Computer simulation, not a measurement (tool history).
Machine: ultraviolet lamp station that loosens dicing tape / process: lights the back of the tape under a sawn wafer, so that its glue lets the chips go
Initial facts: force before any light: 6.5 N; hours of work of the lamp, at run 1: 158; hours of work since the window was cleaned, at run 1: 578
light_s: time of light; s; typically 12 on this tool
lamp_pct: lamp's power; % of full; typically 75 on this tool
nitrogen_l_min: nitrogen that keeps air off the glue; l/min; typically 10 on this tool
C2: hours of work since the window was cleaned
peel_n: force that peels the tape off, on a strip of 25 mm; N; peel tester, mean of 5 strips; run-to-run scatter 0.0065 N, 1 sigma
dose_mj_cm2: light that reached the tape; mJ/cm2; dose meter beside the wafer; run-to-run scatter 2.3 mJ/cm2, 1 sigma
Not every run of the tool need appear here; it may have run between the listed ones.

run 1 hour=0 | light_s=12 lamp_pct=75 nitrogen_l_min=10 | hours_of_work_of_the_lamp=158 C2=578 | peel_n=0.261 dose_mj_cm2=207
run 2 hour=19.9 | light_s=12 lamp_pct=75 nitrogen_l_min=10 | hours_of_work_of_the_lamp=171 C2=590 | peel_n=0.275 dose_mj_cm2=209
run 3 hour=55.1 | light_s=8 lamp_pct=75 nitrogen_l_min=10 | hours_of_work_of_the_lamp=193 C2=612 | peel_n=0.605 dose_mj_cm2=137
run 4 hour=87.4 | light_s=8 lamp_pct=75 nitrogen_l_min=10 | hours_of_work_of_the_lamp=213 C2=632 | peel_n=0.616 dose_mj_cm2=134
run 5 hour=115.4 | light_s=8 lamp_pct=75 nitrogen_l_min=10 | hours_of_work_of_the_lamp=230 C2=650 | peel_n=0.639 dose_mj_cm2=132
run 6 hour=140.9 | light_s=8 lamp_pct=75 nitrogen_l_min=10 | hours_of_work_of_the_lamp=246 C2=666 | peel_n=0.62 dose_mj_cm2=131
-- hour=147.5 window cleaned of glue's vapour
run 7 hour=167.1 | light_s=12 lamp_pct=75 nitrogen_l_min=10 | hours_of_work_of_the_lamp=262 C2=12 | peel_n=0.292 dose_mj_cm2=190
run 8 hour=194.1 | light_s=12 lamp_pct=75 nitrogen_l_min=10 | hours_of_work_of_the_lamp=279 C2=29 | peel_n=0.317 dose_mj_cm2=187
run 9 hour=214.9 | light_s=12 lamp_pct=75 nitrogen_l_min=10 | hours_of_work_of_the_lamp=292 C2=42 | peel_n=0.308 dose_mj_cm2=186
run 10 hour=234.3 | light_s=12 lamp_pct=75 nitrogen_l_min=10 | hours_of_work_of_the_lamp=304 C2=54 | peel_n=0.323 dose_mj_cm2=185

Expected results for the next run?
run 11 hour=266.8 | light_s=8 lamp_pct=85 nitrogen_l_min=4 | hours_of_work_of_the_lamp=325 C2=74 | peel_n=? dose_mj_cm2=?

peel_n: 1.18 N
dose_mj_cm2: 139 mJ/cm2
Were there no unlogged condition in the tool, this run, its random variation unchanged, would have produced peel_n 0.744 N, dose_mj_cm2 180 mJ/cm2.
